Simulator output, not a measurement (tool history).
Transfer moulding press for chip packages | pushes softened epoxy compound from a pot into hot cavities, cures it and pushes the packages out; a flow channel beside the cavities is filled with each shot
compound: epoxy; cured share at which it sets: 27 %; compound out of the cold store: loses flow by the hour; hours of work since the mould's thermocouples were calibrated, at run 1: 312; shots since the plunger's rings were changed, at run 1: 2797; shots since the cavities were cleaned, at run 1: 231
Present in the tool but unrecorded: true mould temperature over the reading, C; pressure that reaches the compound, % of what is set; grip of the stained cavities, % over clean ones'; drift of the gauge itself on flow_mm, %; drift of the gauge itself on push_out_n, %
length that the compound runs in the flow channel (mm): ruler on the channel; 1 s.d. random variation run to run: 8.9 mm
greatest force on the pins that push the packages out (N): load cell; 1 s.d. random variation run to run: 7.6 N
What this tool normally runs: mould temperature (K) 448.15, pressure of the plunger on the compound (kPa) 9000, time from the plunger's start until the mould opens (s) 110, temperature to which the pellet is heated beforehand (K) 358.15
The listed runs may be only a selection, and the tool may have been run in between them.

run	hour	mould temperature (K)	pressure of the plunger on the compound (kPa)	time from the plunger's start until the mould opens (s)	temperature to which the pellet is heated beforehand (K)	hours of work since the mould's thermocouples were calibrated	shots since the plunger's rings were changed	shots since the cavities were cleaned	incoming compound's hours out of the cold store	length that the compound runs in the flow channel (mm)	greatest force on the pins that push the packages out (N)
1	0.0	448.15	9000	110	358.15	312	2797	231	21.5	949	421
# hour 27.9: cavities cleaned with cleaning compound and waxed
2	39.9	448.15	9000	96	358.15	333	3183	120	16.3	960	460
3	72.1	448.15	9000	110	358.15	350	3507	444	10.3	971	476
# hour 76.4: cavities cleaned with cleaning compound and waxed
4	122.4	448.15	9000	110	349.15	377	3997	462	23.7	893	483
# hour 129.3: cavities cleaned with cleaning compound and waxed
5	149.1	448.15	9000	110	360.15	391	4251	200	13.7	935	382
# hour 177.9: cavities cleaned with cleaning compound and waxed
# hour 197.0: plunger's sealing rings changed
6	211.4	448.15	9000	110	360.15	423	146	313	22.0	994	412
# hour 221.3: mould's thermocouples calibrated
# hour 232.6: cavities cleaned with cleaning compound and waxed
7	260.8	448.15	7080	110	360.15	21	607	284	32.1	830	434
# hour 282.5: cavities cleaned with cleaning compound and waxed
8	294.3	448.15	7930	110	358.15	38	928	119	33.9	869	373
# hour 332.0: cavities cleaned with cleaning compound and waxed
9	350.3	446.15	9000	110	358.15	68	1475	183	22.0	970	431
# hour 381.9: cavities cleaned with cleaning compound and waxed
10	400.8	444.15	9000	110	358.15	95	1968	190	36.4	908	473
# hour 431.1: cavities cleaned with cleaning compound and waxed
11	447.6	448.15	9000	110	358.15	120	2424	167	31.2	910	392
# hour 482.2: cavities cleaned with cleaning compound and waxed
12	504.5	448.15	9000	110	358.15	150	2980	225	46.4	836	409
# hour 533.7: cavities cleaned with cleaning compound and waxed
13	538.6	448.15	9000	126	358.15	168	3307	49	28.8	900	308
14	563.3	448.15	9000	110	354.15	182	3555	297	17.7	961	432
# hour 582.5: cavities cleaned with cleaning compound and waxed
15	617.9	448.15	9000	110	354.15	211	4089	355	44.1	824	439
# hour 630.6: cavities cleaned with cleaning compound and waxed
16	661.1	443.15	8440	110	357.15	234	4508	306	11.3	939	567
# hour 677.6: plunger's sealing rings changed
# hour 684.4: cavities cleaned with cleaning compound and waxed
17	702.2	448.15	9760	131	348.15	254	231	178	27.4	1009	367
# hour 734.1: cavities cleaned with cleaning compound and waxed
18	744.2	448.15	9000	110	361.15	276	639	101	15.2	1013	353
# hour 783.2: cavities cleaned with cleaning compound and waxed
19	806.0	448.15	9000	100	358.15	309	1245	230	14.0	1020	466
# hour 832.8: cavities cleaned with cleaning compound and waxed
20	860.2	448.15	9000	100	358.15	338	1774	274	31.1	924	485
# hour 881.2: cavities cleaned with cleaning compound and waxed
21	896.3	449.15	7350	114	367.15	357	2122	152	35.4	801	375
# hour 930.0: cavities cleaned with cleaning compound and waxed
22	949.2	444.15	7350	114	367.15	385	2639	194	26.4	842	425
# hour 981.6: cavities cleaned with cleaning compound and waxed
23	993.7	448.15	9000	125	349.15	409	3070	121	20.5	943	353

For run 24, what comes out?
# hour 1028.5: mould's thermocouples calibrated
# hour 1032.9: cavities cleaned with cleaning compound and waxed
24	1054.5	446.15	9000	125	349.15	13	3647	218	14.2	?	?

Run 24 came out at length that the compound runs in the flow channel (mm) 950, greatest force on the pins that push the packages out (N) 391.
With the hidden condition absent and the run-to-run variation left alone, this run would have shown length that the compound runs in the flow channel (mm) 1026, greatest force on the pins that push the packages out (N) 306.
